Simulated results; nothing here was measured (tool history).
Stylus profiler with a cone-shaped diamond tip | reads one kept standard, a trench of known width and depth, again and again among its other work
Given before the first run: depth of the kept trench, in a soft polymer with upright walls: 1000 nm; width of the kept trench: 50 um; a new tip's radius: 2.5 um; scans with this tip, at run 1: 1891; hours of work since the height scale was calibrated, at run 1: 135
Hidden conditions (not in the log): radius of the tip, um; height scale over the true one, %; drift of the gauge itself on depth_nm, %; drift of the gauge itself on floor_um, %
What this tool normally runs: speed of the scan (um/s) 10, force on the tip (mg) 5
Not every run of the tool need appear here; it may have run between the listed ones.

run,hour,speed of the scan (um/s),force on the tip (mg),scans with this tip,hours of work since the height scale was calibrated,depth of the trench (nm),width of the trench's floor (µm)
1,0,10,5,1891,135,1025.9,45.89
2,11.4,10,5,1968,140,1026.04,45.86
3,30.7,10,5,2096,149,1026.29,45.87
4,54.4,10,5,2254,161,1026.33,45.86
5,68.1,10,5,2346,167,1026.7,45.82
6,84.3,10,7.88,2454,175,1034.95,45.84
7,105.6,10,7.88,2597,185,1035.26,45.83
8,128.8,10,7.88,2752,196,1035.46,45.83
9,154.6,10,7.88,2924,208,1035.36,45.85
10,170.5,10,7.88,3030,216,1035.46,45.79
11,190.3,10,7.88,3163,225,1035.44,45.8
12,211.7,10,7.88,3306,235,1035.69,45.77
13,231.4,2,5,3437,245,1026.31,45.74
14,244.9,2,5,3527,251,1026.62,45.79
15,262,2,5,3642,259,1026.65,45.73
16,286.1,2,5,3803,271,1026.34,45.79
17,301,10,5,3902,278,1026.85,45.71
18,313.8,10,5,3988,284,1026.56,45.72
19,336.6,10,5,4140,295,1026.49,45.69
20,356.1,10,5,4270,304,1026.35,45.75
# hour 358.9: height scale calibrated on a step standard
21,374.3,10,5,4388,7,1026.9,45.71
22,388,10,5,4480,14,1026.39,45.69
23,404.8,10,5,4592,22,1026.71,45.7
24,426,6,13.17,4734,32,1050.07,45.67
# hour 447.8: height scale calibrated on a step standard, once more
25,450.1,10,3.09,4892,1,1019.2,45.61
26,474.4,10,3.09,5054,13,1019.25,45.66
27,491.3,3,1.75,5167,21,1013.29,45.61
28,502.5,3,1.75,5242,26,1013.14,45.68
29,526.2,10,13.43,5400,37,1050,45.65
30,540.6,32,2.59,5496,44,1017.13,45.47
31,551.2,32,2.59,5567,49,1017.07,45.53
32,577,4,7.91,5740,61,1035.33,45.62
33,593,27,4.1,5847,69,1023.3,45.5
34,614.5,27,4.1,5990,79,1023.36,45.48
35,633.2,9,3,6115,88,1018.98,45.57
36,653.7,9,3,6252,98,1019.22,45.54
37,668.3,9,3,6350,105,1019.05,45.55
38,690.4,9,3,6497,115,1019.03,45.57
39,701.5,10,6.59,6572,121,1031.55,45.61
40,718.1,10,6.59,6683,129,1031.92,45.54
41,739.6,10,6.59,6826,139,1031.55,45.51
42,758.3,10,6.59,6951,148,1031.84,45.51
43,776.5,23,1.78,7073,156,1013.86,45.38
44,793,10,1.94,7183,164,1014.85,45.51
45,810.7,3,10.47,7301,173,1043.26,45.52

For some of the steps in depth of the trench (nm) from one run to the next: how much would appear even if the tool had no hidden state, given the settings, what came in and random variation, and how much remains for the hidden state plus any gauge scatter that the measured result and the result without hidden state don't share?
Run 20 -> 21: height scale calibrated on a step standard. depth of the trench (nm) +0.55: hidden state +0.21, all else +0.34.
Run 23 -> 24: speed of the scan (um/s) 10 -> 6, force on the tip (mg) 5 -> 13.17. depth of the trench (nm) +23.36: hidden state +0.08, all else +23.28.
Run 24 -> 25: speed of the scan (um/s) 6 -> 10, force on the tip (mg) 13.17 -> 3.09, height scale calibrated on a step standard, once more. depth of the trench (nm) -30.87: hidden state -0.96, all else -29.91.
Run 28 -> 29: speed of the scan (um/s) 3 -> 10, force on the tip (mg) 1.75 -> 13.43. depth of the trench (nm) +36.86: hidden state +0.07, all else +36.79.
Run 29 -> 30: speed of the scan (um/s) 10 -> 32, force on the tip (mg) 13.43 -> 2.59. depth of the trench (nm) -32.87: hidden state +0, all else -32.87.
